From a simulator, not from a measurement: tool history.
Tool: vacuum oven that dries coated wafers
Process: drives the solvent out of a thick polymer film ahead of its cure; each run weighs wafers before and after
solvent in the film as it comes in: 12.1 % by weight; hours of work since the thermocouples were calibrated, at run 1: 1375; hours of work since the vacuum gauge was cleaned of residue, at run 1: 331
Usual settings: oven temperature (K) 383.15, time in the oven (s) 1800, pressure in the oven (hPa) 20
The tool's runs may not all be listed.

run,hour,oven temperature (K),time in the oven (s),pressure in the oven (hPa),hours of work since the thermocouples were calibrated,hours of work since the vacuum gauge was cleaned of residue,solvent left in the film (%)
1,0,383.15,1800,20,1375,331,3.39
2,15.7,383.15,1800,20,1382,339,3.39
# hour 31: oven's thermocouples calibrated
3,31,383.15,1800,20,0,345,3.4
4,42.4,383.15,1800,20,6,351,3.37
5,55.7,383.15,1800,20,12,357,3.39
6,68.9,383.15,1800,20,18,363,3.4
7,81.7,397.15,1800,20,25,370,1.23
8,90.9,397.15,1800,20,29,374,1.2
9,108.1,383.15,1800,72.9,37,382,6.7
10,120.6,383.15,1800,72.9,43,389,6.68
11,138.3,383.15,1800,72.9,52,397,6.7
12,145.6,383.15,1800,72.9,56,401,6.67
13,154.2,383.15,1800,72.9,60,405,6.67
14,169.9,376.15,1800,20,67,412,5.02
15,186.6,376.15,1800,20,75,421,5.04
16,203.7,383.15,1800,20,84,429,3.39
17,220.9,383.15,1800,20,92,437,3.38
18,234,383.15,1800,20,99,444,3.39
19,244.7,383.15,1800,53.1,104,449,5.44
20,262.2,383.15,1800,53.1,112,457,5.44
21,277.8,396.15,1740,40.1,120,465,2.29
22,289.1,396.15,1740,40.1,125,470,2.3
23,300.3,397.15,1740,40.1,131,476,2.2
24,317.6,373.15,2160,57.2,139,484,8
25,325.5,379.15,2760,15.2,143,488,2.75
26,343.4,394.15,960,34.6,152,497,3.52
27,353.8,394.15,960,34.6,157,502,3.52
28,368.8,393.15,2520,12.8,164,509,0.89
29,382,392.15,2400,33.4,170,515,2.13
30,389.2,390.15,1800,72.3,174,519,4.92
31,397.8,390.15,1800,72.3,178,523,4.92
32,406.3,390.15,1260,72.3,182,527,5.54

5 ways to go on from here, each from the tool as it stands after run 32. What would each give?
A,420.3,379.15,960,47.3,189,534,?
B,420.3,389.15,2760,72.3,189,534,?
C,420.3,390.15,2460,72.3,189,534,?
D,420.3,388.15,1260,44.4,189,534,?
E,420.3,390.15,2100,13.5,189,534,?

run,solvent left in the film (%)
A,7.55
B,4.71
C,4.59
D,4.58
E,1.41
Without the tool's hidden state the same runs would have given:
run,solvent left in the film (%)
A,7.55
B,4.7
C,4.59
D,4.58
E,1.41
